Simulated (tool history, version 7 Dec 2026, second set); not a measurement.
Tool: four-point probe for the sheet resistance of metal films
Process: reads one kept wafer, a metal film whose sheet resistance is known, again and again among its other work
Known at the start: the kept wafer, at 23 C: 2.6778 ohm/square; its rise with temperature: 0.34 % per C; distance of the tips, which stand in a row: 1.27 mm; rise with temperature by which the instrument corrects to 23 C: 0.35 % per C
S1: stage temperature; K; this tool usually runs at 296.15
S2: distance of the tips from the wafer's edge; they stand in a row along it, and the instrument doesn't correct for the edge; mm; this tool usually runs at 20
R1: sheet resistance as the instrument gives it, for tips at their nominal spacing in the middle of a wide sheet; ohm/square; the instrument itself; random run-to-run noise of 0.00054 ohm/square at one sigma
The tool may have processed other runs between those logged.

Run 1, hour 0: usual settings. Result: R1 2.680309 ohm/square.
Run 2, hour 7.6: usual settings but S1 306.15 K. Result: R1 2.675537 ohm/square.
Run 3, hour 14.8: usual settings but S1 299.15 K. Result: R1 2.677868 ohm/square.
Run 4, hour 27.4: usual settings but S1 299.15 K. Result: R1 2.679233 ohm/square.
Run 5, hour 38.8: usual settings but S1 299.15 K. Result: R1 2.67857 ohm/square.
Run 6, hour 46.7: usual settings but S1 299.15 K. Result: R1 2.67861 ohm/square.
Run 7, hour 60.8: usual settings. Result: R1 2.679684 ohm/square.
Run 8, hour 70.9: usual settings. Result: R1 2.679376 ohm/square.
Run 9, hour 79.2: usual settings. Result: R1 2.679642 ohm/square.
Run 10, hour 88: usual settings. Result: R1 2.678279 ohm/square.
Run 11, hour 101.3: usual settings but S1 307.15 K. Result: R1 2.674839 ohm/square.
Run 12, hour 112.2: usual settings but S1 294.15 K, S2 6 mm. Result: R1 2.73858 ohm/square.
Run 13, hour 126.9: usual settings but S2 9 mm. Result: R1 2.702246 ohm/square.
Run 14, hour 141.4: usual settings but S2 9 mm. Result: R1 2.701203 ohm/square.
Run 15, hour 150.4: usual settings but S1 307.15 K, S2 11 mm. Result: R1 2.687614 ohm/square.
Run 16, hour 164.7: usual settings but S1 292.15 K, S2 38 mm. Result: R1 2.677948 ohm/square.
Run 17, hour 179.7: usual settings but S1 303.15 K, S2 16 mm. Result: R1 2.67889 ohm/square.
Run 18, hour 194.5: usual settings but S1 304.15 K, S2 37 mm. Result: R1 2.670734 ohm/square.
Run 19, hour 205.9: usual settings but S1 304.15 K, S2 37 mm. Result: R1 2.670582 ohm/square.
Run 20, hour 214.9: usual settings but S1 306.15 K, S2 58 mm. Result: R1 2.668727 ohm/square.
Run 21, hour 223.1: usual settings but S1 306.15 K, S2 58 mm. Result: R1 2.669521 ohm/square.
Run 22, hour 231.8: usual settings but S1 299.15 K, S2 37 mm. Result: R1 2.672861 ohm/square.

Consider 4 possible next runs. They are alternatives, not a sequence: every one starts from the tool as it was left by run 22. What does each give?
Run A, hour 242.7: usual settings but S1 294.15 K, S2 6 mm. Result: R1 ?.
Run B, hour 242.7: usual settings but S1 297.15 K, S2 32 mm. Result: R1 ?.
Run C, hour 242.7: usual settings. Result: R1 ?.
Run D, hour 242.7: usual settings but S1 298.15 K, S2 4 mm. Result: R1 ?.

run        R1
  A  2.737164
  B  2.674305
  C  2.678703
  D  2.809153
Stripped of hidden state, with their random variation kept, the same runs would have yielded:
run        R1
  A  2.742221
  B  2.679237
  C  2.683648
  D  2.814313
